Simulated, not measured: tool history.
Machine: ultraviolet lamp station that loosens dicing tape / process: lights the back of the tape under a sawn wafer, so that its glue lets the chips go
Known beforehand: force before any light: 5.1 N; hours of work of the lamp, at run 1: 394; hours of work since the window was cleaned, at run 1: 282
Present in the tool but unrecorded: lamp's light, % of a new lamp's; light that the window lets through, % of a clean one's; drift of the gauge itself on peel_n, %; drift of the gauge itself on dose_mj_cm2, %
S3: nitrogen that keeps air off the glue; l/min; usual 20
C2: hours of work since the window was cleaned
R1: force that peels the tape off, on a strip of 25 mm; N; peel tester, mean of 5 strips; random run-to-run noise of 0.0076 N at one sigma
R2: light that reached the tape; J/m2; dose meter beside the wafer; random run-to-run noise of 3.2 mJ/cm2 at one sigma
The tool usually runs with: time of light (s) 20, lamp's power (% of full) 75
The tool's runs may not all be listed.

Run 1, hour 0: usual settings; hours of work of the lamp 394; C2 282. Result: R1 0.432 N, R2 3900 J/m2.
Run 2, hour 8.6: usual settings; hours of work of the lamp 399; C2 287. Result: R1 0.439 N, R2 3890 J/m2.
Run 3, hour 22.6: usual settings but S3 6 l/min; hours of work of the lamp 406; C2 294. Result: R1 0.967 N, R2 3910 J/m2.
Run 4, hour 31.5: usual settings but S3 6 l/min; hours of work of the lamp 410; C2 298. Result: R1 1.004 N, R2 3860 J/m2.
Run 5, hour 50.5: usual settings but S3 6 l/min; hours of work of the lamp 420; C2 308. Result: R1 1.019 N, R2 3840 J/m2.
At hour 58.1: window cleaned of glue's vapour.
Run 6, hour 67.2: usual settings but lamp's power (% of full) 71, S3 6 l/min; hours of work of the lamp 428; C2 5. Result: R1 0.904 N, R2 4160 J/m2.
Run 7, hour 81.1: usual settings but lamp's power (% of full) 71, S3 6 l/min; hours of work of the lamp 435; C2 11. Result: R1 0.953 N, R2 4070 J/m2.
Run 8, hour 94.5: usual settings but lamp's power (% of full) 71, S3 6 l/min; hours of work of the lamp 441; C2 18. Result: R1 0.929 N, R2 4050 J/m2.
Run 9, hour 105: usual settings but lamp's power (% of full) 71, S3 6 l/min; hours of work of the lamp 447; C2 23. Result: R1 0.931 N, R2 4040 J/m2.
Run 10, hour 117.6: usual settings but lamp's power (% of full) 71, S3 6 l/min; hours of work of the lamp 453; C2 30. Result: R1 0.94 N, R2 4020 J/m2.
Run 11, hour 129.7: usual settings; hours of work of the lamp 459; C2 36. Result: R1 0.368 N, R2 4220 J/m2.
Run 12, hour 140.4: usual settings; hours of work of the lamp 464; C2 41. Result: R1 0.379 N, R2 4250 J/m2.
Run 13, hour 153.7: usual settings but S3 7 l/min; hours of work of the lamp 471; C2 48. Result: R1 0.811 N, R2 4220 J/m2.
Run 14, hour 166.2: usual settings but time of light (s) 34; hours of work of the lamp 477; C2 54. Result: R1 0.18 N, R2 7100 J/m2.
Run 15, hour 178.3: usual settings but time of light (s) 34; hours of work of the lamp 483; C2 60. Result: R1 0.177 N, R2 7100 J/m2.
Run 16, hour 195.4: usual settings but time of light (s) 34; hours of work of the lamp 492; C2 68. Result: R1 0.175 N, R2 7080 J/m2.
Run 17, hour 206.3: usual settings but time of light (s) 34; hours of work of the lamp 497; C2 74. Result: R1 0.174 N, R2 7000 J/m2.
Run 18, hour 222.1: usual settings but time of light (s) 34; hours of work of the lamp 505; C2 82. Result: R1 0.173 N, R2 6960 J/m2.
Run 19, hour 239.4: usual settings but time of light (s) 34; hours of work of the lamp 514; C2 90. Result: R1 0.174 N, R2 6890 J/m2.
Run 20, hour 255.1: usual settings but time of light (s) 34; hours of work of the lamp 521; C2 98. Result: R1 0.175 N, R2 6930 J/m2.
Run 21, hour 267: usual settings but S3 18 l/min; hours of work of the lamp 527; C2 104. Result: R1 0.429 N, R2 4010 J/m2.
Run 22, hour 277.3: usual settings but S3 18 l/min; hours of work of the lamp 533; C2 109. Result: R1 0.431 N, R2 4050 J/m2.
Run 23, hour 296.8: usual settings but time of light (s) 39, S3 8 l/min; hours of work of the lamp 542; C2 119. Result: R1 0.249 N, R2 7850 J/m2.
Run 24, hour 315.3: usual settings but lamp's power (% of full) 94, S3 26 l/min; hours of work of the lamp 551; C2 128. Result: R1 0.24 N, R2 5000 J/m2.
Run 25, hour 332: usual settings but lamp's power (% of full) 94, S3 26 l/min; hours of work of the lamp 560; C2 137. Result: R1 0.243 N, R2 4940 J/m2.
Run 26, hour 350.9: usual settings but time of light (s) 16, lamp's power (% of full) 94, S3 30 l/min; hours of work of the lamp 569; C2 146. Result: R1 0.343 N, R2 3980 J/m2.
Run 27, hour 368.6: usual settings but time of light (s) 18, lamp's power (% of full) 63, S3 34 l/min; hours of work of the lamp 578; C2 155. Result: R1 0.541 N, R2 2950 J/m2.
Run 28, hour 384.2: usual settings but time of light (s) 18, lamp's power (% of full) 63, S3 34 l/min; hours of work of the lamp 586; C2 163. Result: R1 0.543 N, R2 2900 J/m2.
Run 29, hour 397.8: usual settings but S3 16 l/min; hours of work of the lamp 593; C2 169. Result: R1 0.51 N, R2 3860 J/m2.
Run 30, hour 407.6: usual settings but time of light (s) 15, lamp's power (% of full) 65, S3 7 l/min; hours of work of the lamp 598; C2 174. Result: R1 1.63 N, R2 2470 J/m2.
Run 31, hour 416.6: usual settings but lamp's power (% of full) 67, S3 8 l/min; hours of work of the lamp 602; C2 179. Result: R1 0.988 N, R2 3430 J/m2.
Run 32, hour 431.4: usual settings but lamp's power (% of full) 67, S3 8 l/min; hours of work of the lamp 609; C2 186. Result: R1 0.984 N, R2 3460 J/m2.
Run 33, hour 440.4: usual settings but lamp's power (% of full) 67, S3 8 l/min; hours of work of the lamp 614; C2 191. Result: R1 1.034 N, R2 3410 J/m2.
Run 34, hour 448.9: usual settings but time of light (s) 24, lamp's power (% of full) 72, S3 6 l/min; hours of work of the lamp 618; C2 195. Result: R1 0.857 N, R2 4350 J/m2.
Run 35, hour 466.7: usual settings but lamp's power (% of full) 88; hours of work of the lamp 627; C2 204. Result: R1 0.349 N, R2 4340 J/m2.
Run 36, hour 475.1: usual settings but time of light (s) 17, lamp's power (% of full) 79; hours of work of the lamp 631; C2 208. Result: R1 0.573 N, R2 3380 J/m2.
Run 37, hour 486.5: usual settings but time of light (s) 17, lamp's power (% of full) 79; hours of work of the lamp 637; C2 214. Result: R1 0.598 N, R2 3360 J/m2.

For run 38, what comes out?
Run 38, hour 495.7: usual settings but time of light (s) 10, lamp's power (% of full) 70, S3 8 l/min; hours of work of the lamp 641; C2 218. Result: R1 ?, R2 ?.

R1: 2.188 N
R2: 1690 J/m2
Without the tool's hidden state the same run would have given R1 1.684 N, R2 2250 J/m2.
